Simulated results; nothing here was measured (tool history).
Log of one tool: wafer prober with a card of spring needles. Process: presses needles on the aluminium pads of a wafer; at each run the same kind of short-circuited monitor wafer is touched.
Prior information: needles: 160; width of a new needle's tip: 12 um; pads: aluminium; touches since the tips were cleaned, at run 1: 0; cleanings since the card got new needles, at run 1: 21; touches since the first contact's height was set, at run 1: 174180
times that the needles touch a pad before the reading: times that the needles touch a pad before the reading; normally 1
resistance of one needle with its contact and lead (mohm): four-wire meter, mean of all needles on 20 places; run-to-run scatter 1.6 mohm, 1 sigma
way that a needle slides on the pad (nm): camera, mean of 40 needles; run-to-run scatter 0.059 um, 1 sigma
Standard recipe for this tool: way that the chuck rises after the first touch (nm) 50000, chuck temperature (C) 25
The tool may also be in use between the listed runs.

run   hour  way that the chuck rises after the first touch (nm)  chuck temperature (C)  times that the needles touch a pad before the reading  touches since the tips were cleaned  cleanings since the card got new needles  touches since the first contact's height was set  resistance of one needle with its contact and lead (mohm)  way that a needle slides on the pad (nm)
  1    0.0                                                50000                     25                                                      1                                    0                                        21                                            174180                                                        150                                     12480
       9.6  -- tips cleaned on abrasive film
  2   16.2                                                50000                     25                                                      1                                 4867                                        22                                            186161                                                        148                                     12540
      19.2  -- tips cleaned on abrasive film
  3   27.0                                                50000                     25                                                      1                                 5868                                        23                                            194193                                                        152                                     12520
      29.0  -- tips cleaned on abrasive film
      39.4  -- tips cleaned on abrasive film
  4   42.6                                                50000                     25                                                      1                                 2393                                        25                                            205691                                                        152                                     12570
      50.0  -- tips cleaned on abrasive film
  5   51.7                                                66000                     25                                                      1                                 1267                                        26                                            212404                                                        147                                     16580
      60.3  -- tips cleaned on abrasive film
      63.9  -- height of the first contact set anew
  6   68.0                                                66000                     25                                                      1                                 5523                                        27                                              3053                                                        149                                     16580
      70.1  -- tips cleaned on abrasive film
  7   76.6                                                66000                     25                                                      1                                 4799                                        28                                              9370                                                        147                                     16600
      80.1  -- tips cleaned on abrasive film
      89.6  -- tips cleaned on abrasive film
  8   91.3                                                50000                     25                                                      1                                 1288                                        30                                             20196                                                        148                                     12550
     100.1  -- tips cleaned on abrasive film
  9  107.7                                                50000                     25                                                      2                                 5700                                        31                                             32365                                                        152                                     12590
     110.3  -- tips cleaned on abrasive film
     120.0  -- tips cleaned on abrasive film
 10  121.1                                                50000                     25                                                      1                                  817                                        33                                             42199                                                        151                                     12580
 11  128.7                                                50000                     25                                                      1                                 6487                                        33                                             47869                                                        152                                     12510
     130.3  -- tips cleaned on abrasive film
     139.7  -- tips cleaned on abrasive film
 12  144.4                                                50000                     47                                                      1                                 3473                                        35                                             59442                                                        154                                     12570
     150.0  -- tips cleaned on abrasive film
     160.0  -- tips cleaned on abrasive film
 13  160.1                                                50000                     47                                                      1                                   95                                        37                                             71039                                                        156                                     12560
     170.3  -- tips cleaned on abrasive film
 14  177.0                                                50000                     47                                                      1                                 4940                                        38                                             83545                                                        155                                     12590
     180.2  -- tips cleaned on abrasive film
 15  186.9                                                42000                    103                                                      2                                 5043                                        39                                             90903                                                        171                                     10550
     190.6  -- tips cleaned on abrasive film
 16  197.2                                                37000                     61                                                      1                                 4931                                        40                                             98530                                                        160                                      9280
     200.7  -- tips cleaned on abrasive film
 17  209.9                                                37000                     61                                                      1                                 6878                                        41                                            107885                                                        160                                      9270
     211.0  -- tips cleaned on abrasive film
     220.7  -- tips cleaned on abrasive film
 18  225.1                                                50000                     37                                                      1                                 3345                                        43                                            119127                                                        152                                     12480
     230.9  -- tips cleaned on abrasive film
 19  235.9                                                50000                     37                                                      1                                 3714                                        44                                            127052                                                        153                                     12580
     241.6  -- tips cleaned on abrasive film
 20  243.1                                                50000                     37                                                      1                                 1153                                        45                                            132395                                                        152                                     12500
     251.5  -- tips cleaned on abrasive film
 21  253.1                                                37000                     63                                                      2                                 1212                                        46                                            139775                                                        163                                      9340
 22  260.7                                                37000                     63                                                      2                                 6912                                        46                                            145475                                                        164                                      9230
     262.3  -- tips cleaned on abrasive film
 23  268.3                                                35000                     27                                                      2                                 4459                                        47                                            151043                                                        155                                      8700

Run 24 is up next; what results do you expect?
     271.8  -- tips cleaned on abrasive film
 24  280.8                                                35000                     27                                                      2                                 6656                                        48                                            160273                                                          ?                                         ?

{"run 24": {"resistance of one needle with its contact and lead (mohm)": 154, "way that a needle slides on the pad (nm)": 8840}}
Were there no unlogged condition in the tool, this run, its random variation unchanged, would have produced resistance of one needle with its contact and lead (mohm) 154, way that a needle slides on the pad (nm) 8840.
